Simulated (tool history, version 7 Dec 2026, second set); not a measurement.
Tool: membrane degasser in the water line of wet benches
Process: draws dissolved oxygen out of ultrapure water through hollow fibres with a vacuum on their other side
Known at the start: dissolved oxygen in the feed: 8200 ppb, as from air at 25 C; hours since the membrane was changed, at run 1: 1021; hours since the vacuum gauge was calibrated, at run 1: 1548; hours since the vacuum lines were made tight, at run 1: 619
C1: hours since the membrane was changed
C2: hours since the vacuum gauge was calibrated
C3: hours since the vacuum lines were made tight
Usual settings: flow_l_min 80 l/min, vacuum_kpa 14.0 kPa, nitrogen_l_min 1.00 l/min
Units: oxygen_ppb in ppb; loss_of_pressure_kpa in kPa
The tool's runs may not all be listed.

run 1 hour=0.0 | flow_l_min=80 vacuum_kpa=14.0 nitrogen_l_min=1.00 | C1=1021 C2=1548 C3=619 | oxygen_ppb=1285.6 loss_of_pressure_kpa=48.32
run 2 hour=44.6 | flow_l_min=80 vacuum_kpa=14.0 nitrogen_l_min=1.00 | C1=1065 C2=1592 C3=663 | oxygen_ppb=1280.9 loss_of_pressure_kpa=48.21
run 3 hour=83.2 | flow_l_min=80 vacuum_kpa=14.0 nitrogen_l_min=1.00 | C1=1104 C2=1631 C3=702 | oxygen_ppb=1288.1 loss_of_pressure_kpa=48.08
run 4 hour=118.5 | flow_l_min=80 vacuum_kpa=24.7 nitrogen_l_min=1.00 | C1=1139 C2=1666 C3=737 | oxygen_ppb=2292.0 loss_of_pressure_kpa=48.37
run 5 hour=164.3 | flow_l_min=80 vacuum_kpa=14.0 nitrogen_l_min=1.00 | C1=1185 C2=1712 C3=783 | oxygen_ppb=1282.4 loss_of_pressure_kpa=48.20
run 6 hour=208.3 | flow_l_min=80 vacuum_kpa=14.0 nitrogen_l_min=1.00 | C1=1229 C2=1756 C3=827 | oxygen_ppb=1289.3 loss_of_pressure_kpa=48.49
run 7 hour=238.0 | flow_l_min=80 vacuum_kpa=14.0 nitrogen_l_min=1.00 | C1=1259 C2=1786 C3=857 | oxygen_ppb=1285.3 loss_of_pressure_kpa=48.51
run 8 hour=290.9 | flow_l_min=80 vacuum_kpa=14.0 nitrogen_l_min=1.00 | C1=1312 C2=1839 C3=910 | oxygen_ppb=1300.4 loss_of_pressure_kpa=48.03
run 9 hour=337.1 | flow_l_min=101 vacuum_kpa=14.0 nitrogen_l_min=1.00 | C1=1358 C2=1885 C3=956 | oxygen_ppb=1487.9 loss_of_pressure_kpa=60.99
run 10 hour=362.9 | flow_l_min=101 vacuum_kpa=14.0 nitrogen_l_min=1.00 | C1=1384 C2=1911 C3=982 | oxygen_ppb=1489.7 loss_of_pressure_kpa=61.01
run 11 hour=401.2 | flow_l_min=80 vacuum_kpa=21.6 nitrogen_l_min=1.00 | C1=1422 C2=1949 C3=1020 | oxygen_ppb=2014.8 loss_of_pressure_kpa=48.57
run 12 hour=429.4 | flow_l_min=80 vacuum_kpa=21.6 nitrogen_l_min=1.00 | C1=1450 C2=1977 C3=1048 | oxygen_ppb=2020.6 loss_of_pressure_kpa=48.37
run 13 hour=467.9 | flow_l_min=80 vacuum_kpa=21.6 nitrogen_l_min=1.00 | C1=1489 C2=2016 C3=1087 | oxygen_ppb=2019.9 loss_of_pressure_kpa=48.58
run 14 hour=522.0 | flow_l_min=80 vacuum_kpa=14.0 nitrogen_l_min=1.00 | C1=1543 C2=2070 C3=1141 | oxygen_ppb=1291.7 loss_of_pressure_kpa=48.21
run 15 hour=554.8 | flow_l_min=80 vacuum_kpa=14.0 nitrogen_l_min=0.87 | C1=1576 C2=2103 C3=1174 | oxygen_ppb=1400.1 loss_of_pressure_kpa=48.26
run 16 hour=611.0 | flow_l_min=80 vacuum_kpa=17.4 nitrogen_l_min=1.00 | C1=1632 C2=2159 C3=1230 | oxygen_ppb=1631.5 loss_of_pressure_kpa=48.28
run 17 hour=651.9 | flow_l_min=67 vacuum_kpa=14.0 nitrogen_l_min=1.00 | C1=1673 C2=2200 C3=1271 | oxygen_ppb=1147.4 loss_of_pressure_kpa=40.26
run 18 hour=695.9 | flow_l_min=80 vacuum_kpa=24.1 nitrogen_l_min=1.00 | C1=1717 C2=2244 C3=1315 | oxygen_ppb=2251.7 loss_of_pressure_kpa=48.52
run 19 hour=723.3 | flow_l_min=80 vacuum_kpa=33.1 nitrogen_l_min=0.57 | C1=1744 C2=2271 C3=1342 | oxygen_ppb=3810.1 loss_of_pressure_kpa=48.55
run 20 hour=757.6 | flow_l_min=80 vacuum_kpa=33.1 nitrogen_l_min=0.57 | C1=1778 C2=2305 C3=1376 | oxygen_ppb=3837.7 loss_of_pressure_kpa=48.26
run 21 hour=798.5 | flow_l_min=128 vacuum_kpa=34.3 nitrogen_l_min=1.74 | C1=1819 C2=2346 C3=1417 | oxygen_ppb=2865.1 loss_of_pressure_kpa=77.54
run 22 hour=832.0 | flow_l_min=78 vacuum_kpa=9.5 nitrogen_l_min=1.22 | C1=1853 C2=2380 C3=1451 | oxygen_ppb=681.6 loss_of_pressure_kpa=46.97
run 23 hour=882.6 | flow_l_min=88 vacuum_kpa=9.5 nitrogen_l_min=0.48 | C1=1903 C2=2430 C3=1501 | oxygen_ppb=1250.0 loss_of_pressure_kpa=53.48
run 24 hour=939.8 | flow_l_min=88 vacuum_kpa=12.5 nitrogen_l_min=1.23 | C1=1961 C2=2488 C3=1559 | oxygen_ppb=1053.1 loss_of_pressure_kpa=52.83
run 25 hour=988.5 | flow_l_min=78 vacuum_kpa=14.0 nitrogen_l_min=1.00 | C1=2009 C2=2536 C3=1607 | oxygen_ppb=1278.5 loss_of_pressure_kpa=46.95
run 26 hour=1028.7 | flow_l_min=61 vacuum_kpa=34.5 nitrogen_l_min=1.02 | C1=2049 C2=2576 C3=1647 | oxygen_ppb=2572.2 loss_of_pressure_kpa=36.52
run 27 hour=1062.6 | flow_l_min=61 vacuum_kpa=34.5 nitrogen_l_min=1.02 | C1=2083 C2=2610 C3=1681 | oxygen_ppb=2571.0 loss_of_pressure_kpa=36.91
run 28 hour=1102.9 | flow_l_min=80 vacuum_kpa=9.5 nitrogen_l_min=1.02 | C1=2124 C2=2651 C3=1722 | oxygen_ppb=787.8 loss_of_pressure_kpa=48.46
run 29 hour=1153.8 | flow_l_min=116 vacuum_kpa=8.6 nitrogen_l_min=1.00 | C1=2175 C2=2702 C3=1773 | oxygen_ppb=865.1 loss_of_pressure_kpa=69.58
run 30 hour=1191.4 | flow_l_min=80 vacuum_kpa=14.0 nitrogen_l_min=1.93 | C1=2212 C2=2739 C3=1810 | oxygen_ppb=822.3 loss_of_pressure_kpa=48.38
run 31 hour=1233.9 | flow_l_min=80 vacuum_kpa=14.0 nitrogen_l_min=1.93 | C1=2255 C2=2782 C3=1853 | oxygen_ppb=828.8 loss_of_pressure_kpa=48.18
run 32 hour=1282.6 | flow_l_min=90 vacuum_kpa=11.3 nitrogen_l_min=2.00 | C1=2303 C2=2830 C3=1901 | oxygen_ppb=669.3 loss_of_pressure_kpa=54.46
run 33 hour=1336.0 | flow_l_min=90 vacuum_kpa=11.3 nitrogen_l_min=2.00 | C1=2357 C2=2884 C3=1955 | oxygen_ppb=668.2 loss_of_pressure_kpa=54.58

Forecast each of these 3 alternatives for the next run:
run A hour=1385.2 | flow_l_min=82 vacuum_kpa=31.6 nitrogen_l_min=1.00 | C1=2406 C2=2933 C3=2004 | oxygen_ppb=? loss_of_pressure_kpa=?
run B hour=1385.2 | flow_l_min=82 vacuum_kpa=14.0 nitrogen_l_min=2.43 | C1=2406 C2=2933 C3=2004 | oxygen_ppb=? loss_of_pressure_kpa=?
run C hour=1385.2 | flow_l_min=90 vacuum_kpa=11.3 nitrogen_l_min=0.51 | C1=2406 C2=2933 C3=2004 | oxygen_ppb=? loss_of_pressure_kpa=?

run=A oxygen_ppb=2866.8 loss_of_pressure_kpa=49.00
run=B oxygen_ppb=705.1 loss_of_pressure_kpa=49.52
run=C oxygen_ppb=1538.6 loss_of_pressure_kpa=54.45
Without the tool's hidden state the same runs would have given:
run=A oxygen_ppb=2866.6 loss_of_pressure_kpa=48.99
run=B oxygen_ppb=704.9 loss_of_pressure_kpa=49.51
run=C oxygen_ppb=1538.2 loss_of_pressure_kpa=54.43
